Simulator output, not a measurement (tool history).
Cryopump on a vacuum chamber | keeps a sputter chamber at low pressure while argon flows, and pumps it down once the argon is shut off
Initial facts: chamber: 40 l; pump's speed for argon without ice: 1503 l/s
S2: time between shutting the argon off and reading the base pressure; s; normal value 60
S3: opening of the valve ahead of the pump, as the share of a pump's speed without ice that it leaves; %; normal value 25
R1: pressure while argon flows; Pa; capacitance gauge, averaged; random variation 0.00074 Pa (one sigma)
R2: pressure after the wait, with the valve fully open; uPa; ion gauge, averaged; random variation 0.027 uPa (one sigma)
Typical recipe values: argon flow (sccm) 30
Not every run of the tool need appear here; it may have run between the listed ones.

Run 1, day 0.000: usual settings. Result: R1 0.1348 Pa, R2 2.72 uPa.
Run 2, day 0.567: usual settings. Result: R1 0.1358 Pa, R2 2.75 uPa.
Run 3, day 1.308: usual settings. Result: R1 0.1362 Pa, R2 2.77 uPa.
Run 4, day 1.829: usual settings. Result: R1 0.1350 Pa, R2 2.69 uPa.
Run 5, day 2.667: usual settings. Result: R1 0.1368 Pa, R2 2.81 uPa.
Run 6, day 3.396: usual settings. Result: R1 0.1359 Pa, R2 2.91 uPa.
Run 7, day 4.083: usual settings. Result: R1 0.1361 Pa, R2 2.90 uPa.
Run 8, day 4.521: usual settings but argon flow (sccm) 16. Result: R1 0.0719 Pa, R2 2.90 uPa.
Run 9, day 5.300: usual settings but argon flow (sccm) 16. Result: R1 0.0740 Pa, R2 2.85 uPa.
Run 10, day 5.829: usual settings but S3 24 %. Result: R1 0.1414 Pa, R2 2.95 uPa.
Run 11, day 6.358: usual settings but S3 24 %. Result: R1 0.1438 Pa, R2 2.98 uPa.
Run 12, day 7.238: usual settings but S3 24 %. Result: R1 0.1424 Pa, R2 3.00 uPa.
Run 13, day 8.000: usual settings. Result: R1 0.1382 Pa, R2 3.06 uPa.
Run 14, day 8.904: usual settings. Result: R1 0.1362 Pa, R2 3.09 uPa.
Run 15, day 9.367: usual settings. Result: R1 0.1380 Pa, R2 3.15 uPa.
Run 16, day 10.267: usual settings but S3 28 %. Result: R1 0.1226 Pa, R2 3.09 uPa.
Run 17, day 11.083: usual settings. Result: R1 0.1383 Pa, R2 3.15 uPa.
Run 18, day 11.754: usual settings. Result: R1 0.1379 Pa, R2 3.25 uPa.
Run 19, day 12.600: usual settings but argon flow (sccm) 39, S2 39 s. Result: R1 0.1794 Pa, R2 3.85 uPa.
Run 20, day 13.067: usual settings but argon flow (sccm) 35, S2 39 s. Result: R1 0.1616 Pa, R2 3.86 uPa.
Run 21, day 13.738: usual settings but argon flow (sccm) 35, S2 39 s. Result: R1 0.1625 Pa, R2 3.79 uPa.
Run 22, day 14.433: usual settings but argon flow (sccm) 26, S3 23 %. Result: R1 0.1297 Pa, R2 3.24 uPa.
Run 23, day 14.950: usual settings but argon flow (sccm) 19, S2 36 s, S3 56 %. Result: R1 0.0405 Pa, R2 3.93 uPa.
Run 24, day 15.433: usual settings but argon flow (sccm) 59, S2 217 s, S3 17 %. Result: R1 0.4012 Pa, R2 2.62 uPa.
Run 25, day 16.296: usual settings but argon flow (sccm) 59, S2 217 s, S3 17 %. Result: R1 0.3982 Pa, R2 2.73 uPa.
Run 26, day 16.738: usual settings but argon flow (sccm) 59, S2 217 s, S3 17 %. Result: R1 0.3965 Pa, R2 2.73 uPa.
Run 27, day 17.638: usual settings but argon flow (sccm) 59, S2 217 s, S3 17 %. Result: R1 0.3998 Pa, R2 2.70 uPa.
Run 28, day 18.183: usual settings but argon flow (sccm) 59, S2 217 s, S3 17 %. Result: R1 0.3953 Pa, R2 2.81 uPa.
Run 29, day 18.767: usual settings but argon flow (sccm) 59, S2 217 s, S3 17 %. Result: R1 0.3967 Pa, R2 2.72 uPa.
At day 19.429: leaking fittings of the chamber tightened, without venting.
Run 30, day 19.829: usual settings but S3 26 %. Result: R1 0.1354 Pa, R2 1.23 uPa.
Run 31, day 20.621: usual settings but argon flow (sccm) 20, S2 284 s, S3 18 %. Result: R1 0.1280 Pa, R2 0.46 uPa.
Run 32, day 21.288: usual settings but S2 31 s. Result: R1 0.1396 Pa, R2 2.25 uPa.
Run 33, day 22.217: usual settings but S2 26 s, S3 23 %. Result: R1 0.1522 Pa, R2 2.61 uPa.
Run 34, day 23.058: usual settings but S2 58 s, S3 23 %. Result: R1 0.1528 Pa, R2 1.40 uPa.

Each row is a separate what-if for the run after 34, all from the same tool condition, not one after another. Results?
Run A, day 24.004: usual settings but argon flow (sccm) 44, S2 125 s. Result: R1 ?, R2 ?.
Run B, day 24.004: usual settings but argon flow (sccm) 41, S2 98 s, S3 46 %. Result: R1 ?, R2 ?.
Run C, day 24.004: usual settings but argon flow (sccm) 24, S2 58 s, S3 30 %. Result: R1 ?, R2 ?.

run      R1    R2
  A  0.2054  0.90
  B  0.1089  1.05
  C  0.0940  1.51
Had the tool no hidden state, the same runs would have come out as:
run      R1    R2
  A  0.1969  0.68
  B  0.1009  0.83
  C  0.0893  1.29
